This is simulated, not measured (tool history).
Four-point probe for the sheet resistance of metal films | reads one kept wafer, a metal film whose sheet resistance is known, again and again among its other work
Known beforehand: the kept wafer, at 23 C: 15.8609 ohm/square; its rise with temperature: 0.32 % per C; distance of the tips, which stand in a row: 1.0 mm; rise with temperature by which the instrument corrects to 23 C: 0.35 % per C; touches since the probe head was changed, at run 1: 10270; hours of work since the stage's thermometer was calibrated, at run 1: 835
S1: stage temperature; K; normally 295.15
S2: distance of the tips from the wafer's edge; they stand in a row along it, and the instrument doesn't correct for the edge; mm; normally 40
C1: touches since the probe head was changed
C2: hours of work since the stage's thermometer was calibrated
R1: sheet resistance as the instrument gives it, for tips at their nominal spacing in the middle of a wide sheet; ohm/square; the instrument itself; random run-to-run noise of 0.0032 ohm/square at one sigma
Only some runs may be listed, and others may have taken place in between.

| run | hour | S1 | S2 | C1 | C2 | R1 |
|---|---|---|---|---|---|---|
| 1 | 0 | 295.15 | 40 | 10270 | 835 | 15.849367 |
| 2 | 15.5 | 295.15 | 40 | 10600 | 845 | 15.857163 |
| 3 | 28.3 | 295.15 | 50 | 10873 | 854 | 15.846789 |
| 4 | 42.9 | 295.15 | 40 | 11185 | 864 | 15.859239 |
| 5 | 62.2 | 295.15 | 40 | 11598 | 877 | 15.855761 |
| 6 | 80.7 | 295.15 | 40 | 11992 | 890 | 15.857353 |
| 7 | 100.6 | 301.15 | 40 | 12418 | 903 | 15.830808 |
| 8 | 119.3 | 292.15 | 40 | 12815 | 916 | 15.877831 |
| 9 | 133.1 | 292.15 | 40 | 13110 | 925 | 15.879228 |
| 10 | 151 | 296.15 | 6 | 13493 | 938 | 16.085397 |
| 11 | 166.2 | 296.15 | 6 | 13817 | 948 | 16.085834 |
| 12 | 176.9 | 295.15 | 18 | 14045 | 955 | 15.887261 |
| 13 | 197.3 | 297.15 | 4 | 14481 | 969 | 16.365655 |

Expected results for the next run?
| 14 | 208.5 | 297.15 | 4 | 14719 | 977 | ? |

{"run 14": {"R1": 16.364197}}
Minus the tool's unlogged condition, the same run would have read R1 16.370481 ohm/square.
